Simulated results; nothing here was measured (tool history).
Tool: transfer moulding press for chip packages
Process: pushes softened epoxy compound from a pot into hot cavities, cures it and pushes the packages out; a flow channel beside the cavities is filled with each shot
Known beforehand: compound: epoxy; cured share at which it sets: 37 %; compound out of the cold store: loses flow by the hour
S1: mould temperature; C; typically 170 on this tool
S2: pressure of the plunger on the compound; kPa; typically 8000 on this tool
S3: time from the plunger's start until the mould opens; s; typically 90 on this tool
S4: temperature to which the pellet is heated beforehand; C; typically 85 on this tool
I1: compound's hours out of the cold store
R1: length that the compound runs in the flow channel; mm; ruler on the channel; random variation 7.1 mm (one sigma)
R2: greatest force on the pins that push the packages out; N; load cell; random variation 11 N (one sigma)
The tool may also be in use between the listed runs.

run 1 hour=0.0 | S1=170 S2=8000 S3=90 S4=85 | I1=22.2 | R1=850 R2=1060
-- hour=14.3 cavities cleaned with cleaning compound and waxed
run 2 hour=36.8 | S1=170 S2=8000 S3=90 S4=85 | I1=31.1 | R1=807 R2=805
run 3 hour=79.1 | S1=170 S2=8000 S3=90 S4=85 | I1=35.1 | R1=779 R2=999
-- hour=100.4 cavities cleaned with cleaning compound and waxed
run 4 hour=120.6 | S1=170 S2=8000 S3=90 S4=85 | I1=18.1 | R1=871 R2=880
run 5 hour=155.3 | S1=170 S2=8000 S3=97 S4=85 | I1=44.8 | R1=747 R2=892
-- hour=185.6 cavities cleaned with cleaning compound and waxed
run 6 hour=189.8 | S1=170 S2=8000 S3=90 S4=90 | I1=44.4 | R1=717 R2=617
run 7 hour=232.8 | S1=170 S2=8000 S3=90 S4=90 | I1=34.3 | R1=761 R2=937
run 8 hour=259.3 | S1=170 S2=8000 S3=90 S4=85 | I1=26.1 | R1=799 R2=1057
-- hour=271.0 cavities cleaned with cleaning compound and waxed
run 9 hour=287.3 | S1=170 S2=8000 S3=90 S4=85 | I1=37.1 | R1=761 R2=772
run 10 hour=314.6 | S1=170 S2=8000 S3=90 S4=85 | I1=42.4 | R1=727 R2=924
-- hour=356.3 cavities cleaned with cleaning compound and waxed
run 11 hour=361.5 | S1=170 S2=8000 S3=90 S4=79 | I1=25.2 | R1=790 R2=688
run 12 hour=386.2 | S1=170 S2=8000 S3=90 S4=85 | I1=17.4 | R1=841 R2=943
-- hour=394.8 plunger's sealing rings changed
-- hour=429.0 mould's thermocouples calibrated
run 13 hour=431.3 | S1=170 S2=8000 S3=90 S4=85 | I1=45.6 | R1=753 R2=952
-- hour=447.9 cavities cleaned with cleaning compound and waxed
run 14 hour=477.8 | S1=170 S2=8000 S3=90 S4=85 | I1=8.9 | R1=931 R2=896
run 15 hour=508.7 | S1=170 S2=8000 S3=90 S4=85 | I1=19.3 | R1=870 R2=1032
-- hour=535.1 cavities cleaned with cleaning compound and waxed
run 16 hour=549.1 | S1=171 S2=8000 S3=90 S4=94 | I1=42.9 | R1=746 R2=648
run 17 hour=574.0 | S1=170 S2=7740 S3=90 S4=90 | I1=21.4 | R1=824 R2=925
run 18 hour=594.8 | S1=170 S2=8000 S3=90 S4=87 | I1=32.4 | R1=798 R2=952
-- hour=621.0 cavities cleaned with cleaning compound and waxed
run 19 hour=632.0 | S1=173 S2=8490 S3=90 S4=88 | I1=26.1 | R1=843 R2=617
run 20 hour=664.8 | S1=173 S2=7570 S3=90 S4=88 | I1=20.3 | R1=811 R2=859
run 21 hour=691.7 | S1=173 S2=7570 S3=90 S4=88 | I1=32.1 | R1=755 R2=896
-- hour=707.7 cavities cleaned with cleaning compound and waxed
run 22 hour=728.4 | S1=173 S2=7570 S3=90 S4=88 | I1=19.7 | R1=804 R2=706
run 23 hour=763.8 | S1=170 S2=7040 S3=90 S4=92 | I1=46.2 | R1=654 R2=899
-- hour=794.2 cavities cleaned with cleaning compound and waxed
run 24 hour=810.1 | S1=173 S2=9500 S3=99 S4=85 | I1=12.7 | R1=944 R2=619
run 25 hour=831.5 | S1=169 S2=6080 S3=122 S4=82 | I1=35.1 | R1=675 R2=701
run 26 hour=867.6 | S1=166 S2=8000 S3=107 S4=88 | I1=39.0 | R1=735 R2=945
-- hour=882.1 cavities cleaned with cleaning compound and waxed
-- hour=907.8 plunger's sealing rings changed
run 27 hour=915.9 | S1=174 S2=6980 S3=122 S4=85 | I1=21.7 | R1=797 R2=644

Here are 3 independent what-if runs from the current tool condition. What would each one return?
run A hour=949.0 | S1=177 S2=8000 S3=90 S4=85 | I1=38.0 | R1=? R2=?
run B hour=949.0 | S1=166 S2=8000 S3=82 S4=76 | I1=17.3 | R1=? R2=?
run C hour=949.0 | S1=170 S2=7570 S3=129 S4=92 | I1=12.5 | R1=? R2=?

run=A R1=772 R2=775
run=B R1=892 R2=1755
run=C R1=882 R2=767
With the hidden condition removed and each run's random variation left untouched, the same runs would have given:
run=A R1=777 R2=419
run=B R1=897 R2=924
run=C R1=887 R2=418

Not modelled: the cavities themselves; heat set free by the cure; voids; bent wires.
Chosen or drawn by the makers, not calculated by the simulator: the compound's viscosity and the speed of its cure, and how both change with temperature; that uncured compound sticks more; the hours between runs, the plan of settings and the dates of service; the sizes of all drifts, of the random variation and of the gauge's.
